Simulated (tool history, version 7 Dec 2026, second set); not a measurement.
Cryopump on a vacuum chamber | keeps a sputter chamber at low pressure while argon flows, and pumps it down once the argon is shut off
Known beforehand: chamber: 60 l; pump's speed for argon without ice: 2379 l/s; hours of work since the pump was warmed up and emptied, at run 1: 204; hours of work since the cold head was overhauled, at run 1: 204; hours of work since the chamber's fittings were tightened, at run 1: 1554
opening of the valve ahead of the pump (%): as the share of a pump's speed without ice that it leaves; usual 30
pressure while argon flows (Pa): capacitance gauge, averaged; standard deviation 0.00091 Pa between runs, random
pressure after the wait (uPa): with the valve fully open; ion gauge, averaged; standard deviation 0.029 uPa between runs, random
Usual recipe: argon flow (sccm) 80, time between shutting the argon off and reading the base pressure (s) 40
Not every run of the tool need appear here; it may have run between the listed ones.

run   hour  argon flow (sccm)  time between shutting the argon off and reading the base pressure (s)  opening of the valve ahead of the pump (%)  hours of work since the pump was warmed up and emptied  hours of work since the cold head was overhauled  hours of work since the chamber's fittings were tightened  pressure while argon flows (Pa)  pressure after the wait (uPa)
  1      0                 80                                                                     40                                          30                                                     204                                               204                                                       1554                            0.194                           2.37
  2   14.9                 80                                                                     40                                          30                                                     213                                               213                                                       1562                           0.1949                            2.4
  3   43.3                 80                                                                     40                                          30                                                     229                                               229                                                       1578                           0.1965                           2.36
  4   69.7                 80                                                                     40                                          30                                                     244                                               244                                                       1593                           0.1968                           2.46
  5   83.1                 80                                                                     40                                          30                                                     252                                               252                                                       1601                           0.1928                           2.38
  6   98.4                 80                                                                     40                                          30                                                     260                                               260                                                       1610                           0.1966                           2.34
  7  114.8                 80                                                                     40                                          30                                                     270                                               270                                                       1619                           0.1963                           2.38
  8  143.4                 89                                                                     40                                          30                                                     286                                               286                                                       1635                           0.2174                           2.38
  9  157.6                 89                                                                     40                                          30                                                     294                                               294                                                       1643                           0.2182                           2.44
 10  172.1                 89                                                                     40                                          30                                                     302                                               302                                                       1652                           0.2185                           2.43
 11  194.9                 89                                                                     40                                          30                                                     315                                               315                                                       1664                           0.2211                           2.44
 12  222.8                 89                                                                     40                                          30                                                     331                                               331                                                       1680                           0.2193                           2.49
 13  244.5                 89                                                                     40                                          30                                                     343                                               343                                                       1693                           0.2197                           2.44
 14  261.6                 80                                                                     40                                          18                                                     353                                               353                                                       1702                           0.3222                            2.5
 15  289.7                131                                                                     40                                          30                                                     369                                               369                                                       1718                            0.324                           2.56
 16  312.8                131                                                                     40                                          30                                                     382                                               382                                                       1731                            0.325                           2.58
 17  326.6                 80                                                                     22                                          30                                                     390                                               390                                                       1739                           0.1984                           3.48
 18  356.8                 42                                                                    157                                          40                                                     407                                               407                                                       1756                           0.0801                           1.54
 19  370.2                135                                                                     40                                          35                                                     415                                               415                                                       1764                           0.2879                           2.54
 20  394.5                135                                                                     40                                          35                                                     428                                               428                                                       1778                           0.2894                           2.59
 21  422.6                135                                                                     40                                          35                                                     444                                               444                                                       1794                           0.2919                            2.6
 22    445                135                                                                     40                                          35                                                     457                                               457                                                       1806                           0.2928                           2.59
 23  462.4                 33                                                                     68                                          29                                                     467                                               467                                                       1816                           0.0862                           2.12
 24  475.9                 33                                                                     68                                          29                                                     475                                               475                                                       1824                           0.0853                           2.13
 25  499.9                 80                                                                     62                                          30                                                     488                                               488                                                       1838                           0.2011                           2.19
 26  530.6                 80                                                                     62                                          30                                                     506                                               506                                                       1855                           0.2004                           2.21
 27  552.3                 80                                                                    201                                          18                                                     518                                               518                                                       1867                             0.33                            1.6
 28  568.7                 80                                                                    201                                          18                                                     527                                               527                                                       1877                           0.3278                           1.62
 29  595.9                 80                                                                    201                                          18                                                     543                                               543                                                       1892                           0.3298                           1.66
 30  613.7                 39                                                                    201                                          18                                                     553                                               553                                                       1902                           0.1616                           1.65
 31  630.7                 88                                                                     40                                          57                                                     562                                               562                                                       1912                           0.1253                            2.7
 32  661.7                 80                                                                     40                                          15                                                     580                                               580                                                       1930                           0.3936                           2.81
 33  683.6                 88                                                                     34                                          21                                                     592                                               592                                                       1942                           0.3137                           3.06

Branching from run 33: 5 alternative next runs. What would each branch give?
  A   706                 48                                                                     40                                          30                                                     605                                               605                                                       1955                                ?                              ?
  B   706                105                                                                    275                                          21                                                     605                                               605                                                       1955                                ?                              ?
  C   706                 37                                                                     40                                          30                                                     605                                               605                                                       1955                                ?                              ?
  D   706                 80                                                                     88                                          16                                                     605                                               605                                                       1955                                ?                              ?
  E   706                148                                                                     36                                          30                                                     605                                               605                                                       1955                                ?                              ?

run  pressure while argon flows (Pa)  pressure after the wait (uPa)
  A                           0.1225                           2.77
  B                           0.3769                           1.72
  C                           0.0946                           2.88
  D                           0.3717                           2.06
  E                            0.381                           2.92
What these runs would have given with no unlogged condition in the tool:
run  pressure while argon flows (Pa)  pressure after the wait (uPa)
  A                           0.1132                            1.4
  B                           0.3565                           0.34
  C                           0.0874                           1.48
  D                           0.3562                           0.69
  E                           0.3523                           1.57
